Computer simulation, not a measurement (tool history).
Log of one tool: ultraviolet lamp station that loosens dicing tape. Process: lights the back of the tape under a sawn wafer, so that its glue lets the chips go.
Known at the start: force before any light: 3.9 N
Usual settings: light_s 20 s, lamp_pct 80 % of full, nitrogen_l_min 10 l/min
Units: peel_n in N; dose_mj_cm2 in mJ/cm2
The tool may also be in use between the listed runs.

run	hour	light_s	lamp_pct	nitrogen_l_min	peel_n	dose_mj_cm2
1	0	20	80	10	0.209	468
2	13.7	31	80	10	0.131	718
3	25.7	20	80	10	0.194	466
# hour 33.5: window cleaned of glue's vapour
4	40.3	20	80	10	0.244	430
5	51.4	20	80	10	0.232	432
6	61.5	20	80	10	0.238	427

The next listed run, before its measurement:
7	77.7	10	80	10	?	?

Run 7 gave peel_n 0.777 N, dose_mj_cm2 213 mJ/cm2.
Without the tool's hidden state the same run would have given peel_n 0.567 N, dose_mj_cm2 261 mJ/cm2.
